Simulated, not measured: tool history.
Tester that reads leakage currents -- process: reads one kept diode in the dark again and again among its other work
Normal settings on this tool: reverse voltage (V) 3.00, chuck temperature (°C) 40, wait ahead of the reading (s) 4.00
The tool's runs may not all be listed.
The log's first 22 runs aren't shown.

run    hour  reverse voltage (V)  chuck temperature (°C)  wait ahead of the reading (s)  hours of work since the probe card was cleaned  hours of work since the tester was calibrated  hours of work since the chuck was calibrated  current that the tester gives (pA)
 23  4180.1                 1.32                      40                           4.00                                             663                                           1821                                           641                              186.19
 24  4331.2                 7.94                      55                           4.00                                             751                                           1909                                           729                             1244.16
 25  4541.8                 3.00                      24                           0.72                                             873                                           2031                                           851                               71.54
 26  4711.2                 9.57                      24                           3.45                                             971                                           2130                                           949                              121.66
 27  4912.7                 9.57                      24                           3.45                                            1089                                           2247                                          1067                              123.36
 28  5023.7                 9.57                      24                           3.45                                            1153                                           2311                                          1131                              124.75
 29  5262.0                 9.57                      24                           3.45                                            1291                                           2450                                          1269                              126.41
 30  5485.5                 1.82                      54                           1.42                                            1421                                           2579                                          1399                              641.66
 31  5616.2                 1.04                      54                           8.52                                            1497                                           2655                                          1475                              510.18
 32  5808.0                 2.63                      30                           0.35                                            1609                                           2767                                          1587                              118.95
 33  5913.3                 2.63                      30                           0.35                                            1670                                           2828                                          1648                              119.85
 34  6096.3                 2.63                      30                           0.35                                            1776                                           2934                                          1754                              120.29
 35  6302.9                 2.63                      30                           0.35                                            1896                                           3054                                          1874                              120.93
 36  6466.7                 2.63                      30                           0.35                                            1991                                           3150                                          1969                              122.03
     6576.2  -- probe card cleaned and baked
     6648.0  -- chuck's temperature calibrated
 37  6684.2                15.21                      40                           4.00                                              62                                           3273                                            21                              504.78
 38  6900.9                 1.28                      51                           4.00                                             187                                           3399                                           147                              427.34
 39  7129.3                 1.28                      20                           1.27                                             320                                           3532                                           280                               33.41

Predict each of these 3 candidate next runs independently; none follows another, all start after run 39:
  A  7311.0                13.36                      36                           1.70                                             426                                           3637                                           385                                   ?
  B  7311.0                 6.56                      40                           2.41                                             426                                           3637                                           385                                   ?
  C  7311.0                16.53                      28                           8.54                                             426                                           3637                                           385                                   ?

run  current that the tester gives (pA)
  A                              358.99
  B                              363.16
  C                              201.16
Stripped of hidden state, with their random variation kept, the same runs would have yielded:
run  current that the tester gives (pA)
  A                              341.17
  B                              348.67
  C                              186.65

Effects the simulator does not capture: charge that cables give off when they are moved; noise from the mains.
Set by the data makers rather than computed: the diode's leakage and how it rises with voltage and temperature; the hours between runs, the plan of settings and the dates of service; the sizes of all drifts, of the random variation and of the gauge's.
